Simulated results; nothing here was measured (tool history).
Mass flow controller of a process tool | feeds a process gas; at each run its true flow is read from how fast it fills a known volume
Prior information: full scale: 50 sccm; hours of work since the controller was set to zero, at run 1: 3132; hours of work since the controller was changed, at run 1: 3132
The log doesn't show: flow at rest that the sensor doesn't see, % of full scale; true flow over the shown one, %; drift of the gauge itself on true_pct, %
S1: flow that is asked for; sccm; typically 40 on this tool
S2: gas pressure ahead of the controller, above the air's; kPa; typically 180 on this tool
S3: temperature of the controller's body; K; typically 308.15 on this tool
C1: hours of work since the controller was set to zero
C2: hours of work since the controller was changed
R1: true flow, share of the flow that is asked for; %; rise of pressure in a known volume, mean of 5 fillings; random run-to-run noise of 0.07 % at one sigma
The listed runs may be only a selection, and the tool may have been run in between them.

| run | hour | S1 | S2 | S3 | C1 | C2 | R1 |
|---|---|---|---|---|---|---|---|
| 1 | 0 | 40 | 180 | 308.15 | 3132 | 3132 | 98.57 |
| 2 | 364.9 | 40 | 180 | 308.15 | 3258 | 3258 | 98.63 |
| 3 | 708.6 | 40 | 180 | 308.15 | 3376 | 3376 | 98.58 |
| 4 | 1134.2 | 40 | 180 | 296.15 | 3522 | 3522 | 99.5 |
| 5 | 1347.1 | 40 | 180 | 308.15 | 3595 | 3595 | 98.55 |
| 6 | 1742.1 | 40 | 180 | 308.15 | 3731 | 3731 | 98.5 |
| 7 | 2174.9 | 40 | 180 | 308.15 | 3880 | 3880 | 98.47 |
| 8 | 2442 | 40 | 180 | 308.15 | 3972 | 3972 | 98.43 |
| 9 | 2633.5 | 40 | 180 | 308.15 | 4038 | 4038 | 98.52 |
| 10 | 3051.1 | 40 | 180 | 308.15 | 4181 | 4181 | 98.54 |
| 11 | 3249.7 | 7 | 207 | 300.15 | 4249 | 4249 | 96.95 |
| 12 | 3580.2 | 7 | 207 | 300.15 | 4363 | 4363 | 97.02 |
| 13 | 3988.4 | 23 | 205 | 300.15 | 4503 | 4503 | 98.08 |
| 14 | 4376 | 44 | 213 | 308.15 | 4637 | 4637 | 98.66 |
| 15 | 4630.9 | 44 | 213 | 308.15 | 4724 | 4724 | 98.56 |
| 16 | 4940.1 | 44 | 213 | 308.15 | 4831 | 4831 | 98.49 |
| 17 | 5166.9 | 44 | 213 | 308.15 | 4909 | 4909 | 98.55 |
| 18 | 5451.9 | 44 | 213 | 308.15 | 5007 | 5007 | 98.63 |

Consider 5 possible next runs. They are alternatives, not a sequence: every one starts from the tool as it was left by run 18. What does each give?
| A | 5738.1 | 16 | 229 | 308.15 | 5105 | 5105 | ? |
| B | 5738.1 | 9 | 213 | 298.15 | 5105 | 5105 | ? |
| C | 5738.1 | 40 | 150 | 299.15 | 5105 | 5105 | ? |
| D | 5738.1 | 10 | 213 | 308.15 | 5105 | 5105 | ? |
| E | 5738.1 | 26 | 143 | 301.15 | 5105 | 5105 | ? |

| run | R1 |
|---|---|
| A | 96.8 |
| B | 97.26 |
| C | 99.36 |
| D | 96.53 |
| E | 98.25 |
Stripped of hidden state, with their random variation kept, the same runs would have yielded:
| run | R1 |
|---|---|
| A | 96.82 |
| B | 97.28 |
| C | 99.37 |
| D | 96.55 |
| E | 98.26 |

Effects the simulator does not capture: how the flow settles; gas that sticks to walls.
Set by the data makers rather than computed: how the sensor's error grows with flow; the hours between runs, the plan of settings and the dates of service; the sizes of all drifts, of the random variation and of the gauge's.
